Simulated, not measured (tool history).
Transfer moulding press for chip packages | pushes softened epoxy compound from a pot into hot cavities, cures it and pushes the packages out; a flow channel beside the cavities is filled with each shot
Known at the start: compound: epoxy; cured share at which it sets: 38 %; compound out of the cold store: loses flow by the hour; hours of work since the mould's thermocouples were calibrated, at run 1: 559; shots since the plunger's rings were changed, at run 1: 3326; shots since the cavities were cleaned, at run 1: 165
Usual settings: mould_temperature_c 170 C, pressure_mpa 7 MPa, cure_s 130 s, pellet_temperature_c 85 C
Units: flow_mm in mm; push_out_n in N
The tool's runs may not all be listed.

| run | hour | mould_temperature_c | pressure_mpa | cure_s | pellet_temperature_c | hours of work since the mould's thermocouples were calibrated | shots since the plunger's rings were changed | shots since the cavities were cleaned | incoming compound's hours out of the cold store | flow_mm | push_out_n |
|---|---|---|---|---|---|---|---|---|---|---|---|
| 1 | 0 | 170 | 7 | 130 | 85 | 559 | 3326 | 165 | 15.5 | 896 | 612 |
| 2 | 26.9 | 170 | 7 | 137 | 85 | 571 | 3498 | 337 | 43.6 | 833 | 631 |
|  | 58.4 | cavities cleaned with cleaning compound and waxed |
| 3 | 58.4 | 170 | 7 | 137 | 85 | 585 | 3689 | 0 | 23.7 | 869 | 458 |
| 4 | 82.6 | 170 | 8.78 | 130 | 85 | 596 | 3843 | 154 | 28.6 | 951 | 608 |
| 5 | 105.1 | 170 | 7 | 113 | 85 | 607 | 3987 | 298 | 38.7 | 845 | 840 |
|  | 145.1 | cavities cleaned with cleaning compound and waxed |
| 6 | 159.3 | 170 | 7 | 130 | 85 | 631 | 4322 | 90 | 8.1 | 904 | 577 |
| 7 | 187.9 | 170 | 7 | 130 | 85 | 644 | 4505 | 273 | 11.1 | 877 | 674 |
|  | 229.7 | cavities cleaned with cleaning compound and waxed |
| 8 | 229.7 | 170 | 7 | 130 | 85 | 663 | 4761 | 0 | 29.7 | 843 | 483 |
| 9 | 252.1 | 170 | 7 | 130 | 85 | 673 | 4904 | 143 | 35.1 | 838 | 595 |
| 10 | 275.9 | 170 | 7 | 130 | 85 | 684 | 5056 | 295 | 8.5 | 889 | 684 |
| 11 | 306.7 | 170 | 7 | 130 | 85 | 698 | 5253 | 492 | 46 | 815 | 760 |
|  | 314.6 | cavities cleaned with cleaning compound and waxed |
| 12 | 339.4 | 170 | 5.94 | 130 | 85 | 713 | 5452 | 158 | 11.7 | 803 | 646 |
|  | 349.5 | plunger's sealing rings changed |
| 13 | 381.7 | 167 | 5.94 | 130 | 85 | 731 | 205 | 411 | 46.8 | 808 | 827 |
|  | 402.6 | cavities cleaned with cleaning compound and waxed |
| 14 | 435.2 | 170 | 8.14 | 130 | 85 | 755 | 537 | 208 | 34.1 | 951 | 641 |

Forecast run 15:
| 15 | 481.8 | 170 | 8.14 | 130 | 85 | 776 | 834 | 505 | 43.1 | ? | ? |

flow_mm: 938 mm
push_out_n: 747 N
Without the tool's hidden state the same run would have given flow_mm 945 mm, push_out_n 443 N.
